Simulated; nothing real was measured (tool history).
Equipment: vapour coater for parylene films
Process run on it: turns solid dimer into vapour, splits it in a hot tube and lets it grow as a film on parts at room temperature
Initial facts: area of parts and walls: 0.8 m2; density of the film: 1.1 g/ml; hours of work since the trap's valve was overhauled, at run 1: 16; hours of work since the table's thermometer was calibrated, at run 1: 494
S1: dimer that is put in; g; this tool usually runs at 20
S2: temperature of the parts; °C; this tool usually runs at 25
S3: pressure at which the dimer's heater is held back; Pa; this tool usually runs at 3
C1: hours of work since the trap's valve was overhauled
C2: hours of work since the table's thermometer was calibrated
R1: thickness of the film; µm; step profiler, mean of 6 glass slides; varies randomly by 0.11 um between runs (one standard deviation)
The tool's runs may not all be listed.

Run 1, hour 0: usual settings; C1 16; C2 494. Result: R1 13.56 µm.
Run 2, hour 14.5: usual settings; C1 24; C2 503. Result: R1 13.67 µm.
Run 3, hour 24.8: usual settings; C1 30; C2 509. Result: R1 13.29 µm.
Run 4, hour 34.5: usual settings; C1 36; C2 514. Result: R1 13.63 µm.
Run 5, hour 55.6: usual settings; C1 48; C2 527. Result: R1 13.39 µm.
Run 6, hour 71.6: usual settings but S2 19 °C; C1 57; C2 536. Result: R1 15.96 µm.
Run 7, hour 89.6: usual settings but S2 19 °C; C1 68; C2 546. Result: R1 15.89 µm.
Run 8, hour 102.4: usual settings but S2 19 °C; C1 75; C2 554. Result: R1 15.99 µm.
Run 9, hour 122.6: usual settings but S2 19 °C; C1 87; C2 565. Result: R1 15.87 µm.
Run 10, hour 134.8: usual settings but S2 19 °C; C1 94; C2 572. Result: R1 16.02 µm.
Run 11, hour 156.7: usual settings but S2 19 °C; C1 107; C2 585. Result: R1 15.85 µm.
Run 12, hour 170.9: usual settings but S2 19 °C; C1 115; C2 593. Result: R1 15.75 µm.
Run 13, hour 192.7: usual settings but S3 5.29 Pa; C1 128; C2 606. Result: R1 11.73 µm.
Run 14, hour 205.2: usual settings but S2 34 °C, S3 5.29 Pa; C1 135; C2 613. Result: R1 8.83 µm.
Run 15, hour 224.3: usual settings but S2 36 °C, S3 3.71 Pa; C1 146; C2 624. Result: R1 9 µm.
Run 16, hour 237.7: usual settings but S2 36 °C, S3 3.71 Pa; C1 154; C2 632. Result: R1 9.09 µm.
Run 17, hour 250.5: usual settings but S1 13 g; C1 161; C2 639. Result: R1 8.44 µm.
Run 18, hour 261.2: usual settings but S2 21 °C, S3 2.25 Pa; C1 167; C2 645. Result: R1 15.32 µm.
Run 19, hour 276.4: usual settings but S1 9 g, S2 24 °C, S3 2.69 Pa; C1 176; C2 654. Result: R1 6.17 µm.
Run 20, hour 287.8: usual settings but S1 34 g, S2 34 °C; C1 183; C2 661. Result: R1 17.01 µm.
Run 21, hour 298.7: usual settings but S1 16 g, S2 21 °C, S3 5.07 Pa; C1 189; C2 667. Result: R1 10.2 µm.
Run 22, hour 315.3: usual settings but S1 10 g, S2 37 °C; C1 198; C2 677. Result: R1 4.55 µm.
Run 23, hour 326.8: usual settings but S1 9 g, S2 19 °C, S3 5.98 Pa; C1 205; C2 683. Result: R1 5.9 µm.
Run 24, hour 335.8: usual settings but S1 9 g, S2 19 °C, S3 5.98 Pa; C1 210; C2 689. Result: R1 5.84 µm.
Run 25, hour 347.2: usual settings but S1 15 g, S3 2.38 Pa; C1 217; C2 695. Result: R1 10 µm.
Run 26, hour 358.9: usual settings but S1 15 g, S3 2.38 Pa; C1 224; C2 702. Result: R1 10.14 µm.
Run 27, hour 369.1: usual settings but S1 15 g, S3 2.38 Pa; C1 230; C2 708. Result: R1 10.01 µm.
Run 28, hour 384.4: usual settings but S1 10 g, S2 28 °C, S3 10.47 Pa; C1 238; C2 717. Result: R1 4.37 µm.

Here are 5 independent what-if runs from the current tool condition. What would each one return?
Run A, hour 401.5: usual settings but S1 26 g, S2 19 °C, S3 2.49 Pa; C1 248; C2 727. Result: R1 ?.
Run B, hour 401.5: usual settings but S1 18 g, S2 23 °C, S3 10.25 Pa; C1 248; C2 727. Result: R1 ?.
Run C, hour 401.5: usual settings but S1 8 g, S3 2.31 Pa; C1 248; C2 727. Result: R1 ?.
Run D, hour 401.5: usual settings but S2 35 °C; C1 248; C2 727. Result: R1 ?.
Run E, hour 401.5: usual settings but S2 23 °C, S3 3.85 Pa; C1 248; C2 727. Result: R1 ?.

run     R1
  A  20.19
  B   9.24
  C   5.41
  D   9.37
  E   12.8
Without the tool's unlogged condition, the same runs would have read:
run     R1
  A  21.59
  B   9.88
  C   5.78
  D  10.02
  E  13.69
